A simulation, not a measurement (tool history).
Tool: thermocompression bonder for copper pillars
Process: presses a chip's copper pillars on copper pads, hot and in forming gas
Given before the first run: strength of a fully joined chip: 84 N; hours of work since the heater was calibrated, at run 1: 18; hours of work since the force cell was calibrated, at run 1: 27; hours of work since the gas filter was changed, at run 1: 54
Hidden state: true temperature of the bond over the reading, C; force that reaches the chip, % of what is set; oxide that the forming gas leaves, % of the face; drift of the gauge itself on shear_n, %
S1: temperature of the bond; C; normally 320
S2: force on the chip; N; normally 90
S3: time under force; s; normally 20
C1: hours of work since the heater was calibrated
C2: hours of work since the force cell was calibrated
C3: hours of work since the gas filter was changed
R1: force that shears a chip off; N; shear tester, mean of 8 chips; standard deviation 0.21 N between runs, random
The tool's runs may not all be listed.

run 1 hour=0 | S1=320 S2=90 S3=20 | C1=18 C2=27 C3=54 | R1=32.3
run 2 hour=7.7 | S1=320 S2=90 S3=20 | C1=24 C2=32 C3=60 | R1=32.6
run 3 hour=13.7 | S1=320 S2=90 S3=20 | C1=28 C2=37 C3=64 | R1=32.2
run 4 hour=17.6 | S1=303 S2=90 S3=20 | C1=31 C2=40 C3=67 | R1=27.8
run 5 hour=24.2 | S1=303 S2=90 S3=20 | C1=36 C2=44 C3=72 | R1=28.3
run 6 hour=30.2 | S1=303 S2=90 S3=20 | C1=40 C2=49 C3=76 | R1=28
run 7 hour=38.6 | S1=303 S2=90 S3=23 | C1=46 C2=55 C3=82 | R1=29.8
run 8 hour=47.4 | S1=303 S2=90 S3=23 | C1=52 C2=61 C3=88 | R1=29.4
run 9 hour=56.2 | S1=303 S2=90 S3=23 | C1=59 C2=68 C3=95 | R1=29.5
run 10 hour=60.9 | S1=303 S2=90 S3=23 | C1=62 C2=71 C3=98 | R1=29.8
run 11 hour=67.1 | S1=320 S2=90 S3=30 | C1=67 C2=76 C3=103 | R1=37.7
run 12 hour=71.2 | S1=320 S2=116 S3=20 | C1=70 C2=78 C3=106 | R1=37.3
run 13 hour=76.9 | S1=320 S2=90 S3=20 | C1=74 C2=83 C3=110 | R1=32.4
run 14 hour=80.9 | S1=320 S2=90 S3=20 | C1=77 C2=86 C3=113 | R1=32.6
run 15 hour=88.7 | S1=320 S2=75 S3=20 | C1=82 C2=91 C3=118 | R1=28.9
run 16 hour=97.5 | S1=320 S2=90 S3=20 | C1=89 C2=98 C3=125 | R1=32.4
run 17 hour=101.6 | S1=320 S2=90 S3=20 | C1=92 C2=101 C3=128 | R1=32.7
run 18 hour=106.1 | S1=320 S2=90 S3=20 | C1=95 C2=104 C3=131 | R1=32.6
run 19 hour=111.3 | S1=320 S2=90 S3=20 | C1=99 C2=108 C3=135 | R1=32.7
run 20 hour=118.7 | S1=320 S2=90 S3=20 | C1=104 C2=113 C3=140 | R1=32.9
run 21 hour=127.7 | S1=320 S2=75 S3=20 | C1=111 C2=120 C3=147 | R1=29
run 22 hour=137.1 | S1=320 S2=93 S3=20 | C1=118 C2=126 C3=154 | R1=33.2
run 23 hour=142.2 | S1=320 S2=93 S3=20 | C1=121 C2=130 C3=157 | R1=33.1
run 24 hour=148 | S1=320 S2=93 S3=20 | C1=125 C2=134 C3=162 | R1=32.6
run 25 hour=154.6 | S1=348 S2=58 S3=50 | C1=130 C2=139 C3=166 | R1=44
run 26 hour=162.2 | S1=348 S2=58 S3=50 | C1=136 C2=145 C3=172 | R1=44.6
run 27 hour=170.7 | S1=348 S2=58 S3=10 | C1=142 C2=151 C3=178 | R1=24
run 28 hour=177.7 | S1=304 S2=108 S3=15 | C1=147 C2=156 C3=183 | R1=27.9
run 29 hour=186.9 | S1=348 S2=94 S3=40 | C1=154 C2=163 C3=190 | R1=51.4
run 30 hour=191.8 | S1=348 S2=94 S3=34 | C1=157 C2=166 C3=193 | R1=48.6
run 31 hour=197.8 | S1=308 S2=56 S3=57 | C1=162 C2=170 C3=198 | R1=33.7
run 32 hour=204.5 | S1=320 S2=64 S3=56 | C1=166 C2=175 C3=203 | R1=39.9
run 33 hour=210.7 | S1=319 S2=90 S3=43 | C1=171 C2=180 C3=207 | R1=42.3
run 34 hour=218.7 | S1=319 S2=90 S3=43 | C1=177 C2=186 C3=213 | R1=42.9
run 35 hour=226.7 | S1=329 S2=85 S3=20 | C1=183 C2=191 C3=219 | R1=34.2
run 36 hour=234.6 | S1=348 S2=69 S3=10 | C1=188 C2=197 C3=224 | R1=26.9
run 37 hour=243.2 | S1=348 S2=69 S3=10 | C1=195 C2=203 C3=231 | R1=26.8
-- hour=248.2 forming gas filter changed
run 38 hour=252.9 | S1=325 S2=83 S3=10 | C1=201 C2=210 C3=3 | R1=24.4

Take each entry between the runs: how does the hidden state at the last listed run before it differ from the hidden state at the first listed run after it?
In the gap between runs 37 and 38: forming gas filter changed (hour 248.2)
  oxide that the forming gas leaves, % of the face: 0.68 -> 0.5
